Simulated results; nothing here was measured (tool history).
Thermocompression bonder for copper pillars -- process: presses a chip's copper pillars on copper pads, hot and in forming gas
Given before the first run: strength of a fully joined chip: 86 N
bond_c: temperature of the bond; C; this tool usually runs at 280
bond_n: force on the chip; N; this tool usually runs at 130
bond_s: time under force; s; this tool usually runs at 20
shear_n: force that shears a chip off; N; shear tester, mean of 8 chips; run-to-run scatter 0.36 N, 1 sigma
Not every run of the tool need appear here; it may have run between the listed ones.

run     day  bond_c  bond_n  bond_s  shear_n
  1       0     280     130      20     52.3
  2   2.671     280     130      20     51.2
  3   4.271     280     130      20     51.1
  4   7.038     280     130      20       51
  5  10.221     280     120      20     48.2
  6  12.662     280     120      20       48
  7  14.162     280     130      20       50
     16.379  -- forming gas filter changed
  8  16.733     267     130      20     48.3
  9  19.088     280     130      20     51.5
 10  21.162     280     130      20     52.1
 11  23.479     302     130      20     59.5
 12  25.342     278     130      20     51.1
 13   27.85     280     130      13     45.1
 14  31.075     280     130      13     44.1
       32.8  -- forming gas filter changed
 15  33.629     280     130      13     46.8
 16  36.875     280     130      13       47
     37.067  -- force cell calibrated
     37.967  -- heater calibrated with a thermocouple chip
 17  38.758     280     130      14     44.3
 18  41.504     280     130      20       49
 19  44.312     280     130      20       49
 20  46.621     280     130      20     48.5
 21  48.421     280     130      20     48.5
     49.333  -- forming gas filter changed
 22  50.233     258     130      20     43.4
     50.771  -- force cell calibrated, once more
 23  53.275     278     139      37     63.6
 24  55.521     262     119      37     52.2
 25  56.908     280     150      34     63.9
 26  58.279     280     150      34     64.3
 27  59.688     295     155      14       57
 28  61.458     286     177      14     58.3
 29  63.417     300     160      16     61.4
     65.825  -- forming gas filter changed
 30  66.512     300     160      16     64.1
 31  69.079     276      80      25       40
 32  71.233     268     154      13     48.1
 33  72.575     268     132      13     42.8
 34  74.942     304     181      37     76.3
     75.942  -- heater calibrated with a thermocouple chip
 35  77.988     304     181      37     73.7
 36  81.021     304     181      37     73.2
     82.275  -- forming gas filter changed
 37  83.662     297     103      60     66.7
 38  86.796     257     103      30     41.2
 39  89.529     257     103      30     40.9

Each row is a separate what-if for the run after 39, all from the same tool condition, not one after another. Results?
  A  91.75     257     147      47        ?
  B  91.75     280     166      20        ?
  C  91.75     280      98      20        ?
  D  91.75     257     160      30        ?

run  shear_n
  A       59
  B     58.8
  C     41.3
  D     54.8
Take away the tool's hidden state, keep each run's random variation, and the runs would have read:
run  shear_n
  A     61.5
  B     61.3
  C     43.1
  D     57.1
